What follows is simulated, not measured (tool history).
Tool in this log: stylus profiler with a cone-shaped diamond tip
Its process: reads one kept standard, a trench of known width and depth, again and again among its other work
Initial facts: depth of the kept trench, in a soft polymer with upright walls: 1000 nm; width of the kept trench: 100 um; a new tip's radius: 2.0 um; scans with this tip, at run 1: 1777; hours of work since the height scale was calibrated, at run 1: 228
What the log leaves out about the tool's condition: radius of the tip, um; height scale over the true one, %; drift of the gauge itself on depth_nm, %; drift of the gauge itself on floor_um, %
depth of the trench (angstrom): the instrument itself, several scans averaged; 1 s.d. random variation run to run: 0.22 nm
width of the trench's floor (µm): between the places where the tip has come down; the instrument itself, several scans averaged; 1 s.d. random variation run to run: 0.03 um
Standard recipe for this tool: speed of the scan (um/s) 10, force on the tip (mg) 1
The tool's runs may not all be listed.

run	hour	speed of the scan (um/s)	force on the tip (mg)	scans with this tip	hours of work since the height scale was calibrated	depth of the trench (angstrom)	width of the trench's floor (µm)
1	0	10	1	1777	228	10042.1	96.08
2	33.1	10	1	1955	251	10044.4	96.07
3	70.2	10	0.79	2154	276	10036.3	96.03
4	137.2	10	0.79	2514	322	10036	95.93
5	191.5	10	0.79	2805	360	10028.4	95.9
6	263.1	10	0.79	3190	409	10027.3	95.77
7	315.1	10	1	3469	445	10034	95.7
8	387	10	1	3855	494	10029.7	95.73
# hour 392.2: height scale calibrated on a step standard
9	430.6	10	1	4086	26	10026.9	95.7
10	462.6	10	1	4258	48	10023.6	95.62
11	495.6	10	1	4435	71	10021.9	95.58
12	534.3	9	0.56	4643	98	10008.2	95.48
# hour 570.4: height scale calibrated on a step standard, once more
13	591	5	1.44	4945	14	10075.4	95.5

Results per run with the tool's hidden condition removed, run-to-run variation unchanged:
run	depth of the trench (angstrom)	width of the trench's floor (µm)
1	10052.4	96.46
2	10055.8	96.48
3	10049.2	96.49
4	10051.3	96.46
5	10045.8	96.5
6	10047.2	96.44
7	10055.7	96.42
8	10053.7	96.52
9	10058.2	96.54
10	10056	96.49
11	10055.5	96.48
12	10043.1	96.42
13	10071.4	96.5
